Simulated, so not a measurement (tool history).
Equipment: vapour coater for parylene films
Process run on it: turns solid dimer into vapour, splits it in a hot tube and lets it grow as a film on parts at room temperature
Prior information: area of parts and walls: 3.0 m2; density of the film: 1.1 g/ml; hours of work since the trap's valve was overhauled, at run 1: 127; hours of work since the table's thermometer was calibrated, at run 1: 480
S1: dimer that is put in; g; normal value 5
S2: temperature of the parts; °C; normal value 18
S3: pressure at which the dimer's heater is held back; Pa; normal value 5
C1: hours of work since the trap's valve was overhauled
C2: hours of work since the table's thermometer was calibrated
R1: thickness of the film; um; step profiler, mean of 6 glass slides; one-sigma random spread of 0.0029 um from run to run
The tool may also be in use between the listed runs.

{"run": 1, "hour": 0.0, "S1": 5, "S2": 18, "S3": 5, "C1": 127, "C2": 480, "R1": 0.836}
{"run": 2, "hour": 15.4, "S1": 5, "S2": 18, "S3": 5, "C1": 139, "C2": 492, "R1": 0.839}
{"run": 3, "hour": 30.1, "S1": 5, "S2": 18, "S3": 5, "C1": 150, "C2": 503, "R1": 0.833}
{"run": 4, "hour": 52.3, "S1": 5, "S2": 18, "S3": 2.23, "C1": 167, "C2": 520, "R1": 0.943}
{"run": 5, "hour": 70.6, "S1": 5, "S2": 18, "S3": 3.67, "C1": 181, "C2": 534, "R1": 0.872}
{"run": 6, "hour": 87.9, "S1": 5, "S2": 18, "S3": 3.67, "C1": 194, "C2": 547, "R1": 0.871}
{"run": 7, "hour": 110.8, "S1": 4, "S2": 18, "S3": 5, "C1": 212, "C2": 564, "R1": 0.663}
{"run": 8, "hour": 122.9, "S1": 5, "S2": 18, "S3": 5, "C1": 221, "C2": 573, "R1": 0.832}
{"run": 9, "hour": 148.5, "S1": 3, "S2": 18, "S3": 5, "C1": 240, "C2": 593, "R1": 0.49}
{"run": 10, "hour": 161.8, "S1": 3, "S2": 18, "S3": 5, "C1": 250, "C2": 603, "R1": 0.492}
{"run": 11, "hour": 178.0, "S1": 5, "S2": 18, "S3": 5, "C1": 263, "C2": 615, "R1": 0.822}
{"run": 12, "hour": 199.1, "S1": 5, "S2": 13, "S3": 5, "C1": 278, "C2": 631, "R1": 0.967}
{"run": 13, "hour": 224.1, "S1": 5, "S2": 13, "S3": 5, "C1": 297, "C2": 650, "R1": 0.965}
{"run": 14, "hour": 245.4, "S1": 5, "S2": 13, "S3": 5, "C1": 314, "C2": 666, "R1": 0.957}
{"run": 15, "hour": 267.9, "S1": 5, "S2": 13, "S3": 5, "C1": 331, "C2": 683, "R1": 0.961}
{"run": 16, "hour": 291.8, "S1": 5, "S2": 13, "S3": 5, "C1": 349, "C2": 701, "R1": 0.951}
{"run": 17, "hour": 315.9, "S1": 5, "S2": 13, "S3": 5, "C1": 367, "C2": 720, "R1": 0.954}
{"run": 18, "hour": 335.1, "S1": 5, "S2": 13, "S3": 5, "C1": 382, "C2": 734, "R1": 0.952}
{"run": 19, "hour": 351.3, "S1": 3, "S2": 18, "S3": 5, "C1": 394, "C2": 747, "R1": 0.485}
{"run": 20, "hour": 375.8, "S1": 2, "S2": 18, "S3": 5, "C1": 413, "C2": 765, "R1": 0.328}
{"run": 21, "hour": 399.9, "S1": 5, "S2": 18, "S3": 5, "C1": 431, "C2": 783, "R1": 0.813}
{"run": 22, "hour": 413.9, "S1": 5, "S2": 18, "S3": 9.16, "C1": 441, "C2": 794, "R1": 0.741}
{"run": 23, "hour": 433.1, "S1": 5, "S2": 18, "S3": 9.16, "C1": 456, "C2": 809, "R1": 0.737}
{"run": 24, "hour": 449.6, "S1": 2, "S2": 18, "S3": 5, "C1": 469, "C2": 821, "R1": 0.324}
{"run": 25, "hour": 474.1, "S1": 2, "S2": 18, "S3": 5, "C1": 487, "C2": 840, "R1": 0.326}
{"run": 26, "hour": 492.3, "S1": 6, "S2": 18, "S3": 5, "C1": 501, "C2": 853, "R1": 0.961}
{"run": 27, "hour": 505.1, "S1": 6, "S2": 18, "S3": 5, "C1": 511, "C2": 863, "R1": 0.961}
{"hour": 523.0, "done": "trap's valve overhauled"}
{"run": 28, "hour": 529.7, "S1": 7, "S2": 18, "S3": 5, "C1": 5, "C2": 879, "R1": 1.199}
{"run": 29, "hour": 540.3, "S1": 5, "S2": 14, "S3": 5, "C1": 13, "C2": 887, "R1": 0.972}
{"run": 30, "hour": 564.5, "S1": 5, "S2": 25, "S3": 5, "C1": 31, "C2": 905, "R1": 0.679}
{"run": 31, "hour": 576.2, "S1": 9, "S2": 11, "S3": 5.33, "C1": 40, "C2": 914, "R1": 1.894}
{"run": 32, "hour": 598.6, "S1": 9, "S2": 11, "S3": 5.33, "C1": 57, "C2": 931, "R1": 1.905}
{"run": 33, "hour": 609.8, "S1": 5, "S2": 12, "S3": 9.03, "C1": 66, "C2": 940, "R1": 0.941}
{"run": 34, "hour": 631.3, "S1": 2, "S2": 17, "S3": 9.03, "C1": 82, "C2": 956, "R1": 0.318}
{"run": 35, "hour": 653.1, "S1": 5, "S2": 18, "S3": 5.33, "C1": 99, "C2": 972, "R1": 0.837}
{"run": 36, "hour": 678.5, "S1": 8, "S2": 11, "S3": 5, "C1": 118, "C2": 992, "R1": 1.685}
{"run": 37, "hour": 700.9, "S1": 8, "S2": 17, "S3": 5, "C1": 135, "C2": 1009, "R1": 1.384}
{"run": 38, "hour": 723.3, "S1": 8, "S2": 17, "S3": 5, "C1": 152, "C2": 1026, "R1": 1.386}
{"run": 39, "hour": 737.7, "S1": 3, "S2": 18, "S3": 5, "C1": 163, "C2": 1037, "R1": 0.502}
{"run": 40, "hour": 759.4, "S1": 6, "S2": 17, "S3": 5, "C1": 179, "C2": 1053, "R1": 1.039}
{"run": 41, "hour": 770.1, "S1": 7, "S2": 18, "S3": 3.51, "C1": 187, "C2": 1061, "R1": 1.238}
{"run": 42, "hour": 784.1, "S1": 6, "S2": 20, "S3": 2.21, "C1": 198, "C2": 1072, "R1": 1.067}
{"run": 43, "hour": 809.3, "S1": 6, "S2": 20, "S3": 2.21, "C1": 217, "C2": 1091, "R1": 1.062}
{"run": 44, "hour": 833.2, "S1": 5, "S2": 19, "S3": 10.31, "C1": 235, "C2": 1109, "R1": 0.718}
{"run": 45, "hour": 846.1, "S1": 7, "S2": 18, "S3": 11.54, "C1": 245, "C2": 1119, "R1": 1.022}
{"run": 46, "hour": 858.9, "S1": 7, "S2": 18, "S3": 11.54, "C1": 255, "C2": 1129, "R1": 1.02}
{"run": 47, "hour": 882.4, "S1": 3, "S2": 19, "S3": 2.88, "C1": 273, "C2": 1146, "R1": 0.52}

Forecast each of these 4 alternatives for the next run:
{"run": "A", "hour": 895.5, "S1": 8, "S2": 18, "S3": 3, "C1": 283, "C2": 1156, "R1": "?"}
{"run": "B", "hour": 895.5, "S1": 5, "S2": 10, "S3": 5.16, "C1": 283, "C2": 1156, "R1": "?"}
{"run": "C", "hour": 895.5, "S1": 5, "S2": 12, "S3": 5, "C1": 283, "C2": 1156, "R1": "?"}
{"run": "D", "hour": 895.5, "S1": 5, "S2": 16, "S3": 3.57, "C1": 283, "C2": 1156, "R1": "?"}

run=A R1=1.43
run=B R1=1.059
run=C R1=1.001
run=D R1=0.926
What these runs would have given with no unlogged condition in the tool:
run=A R1=1.461
run=B R1=1.082
run=C R1=1.023
run=D R1=0.946
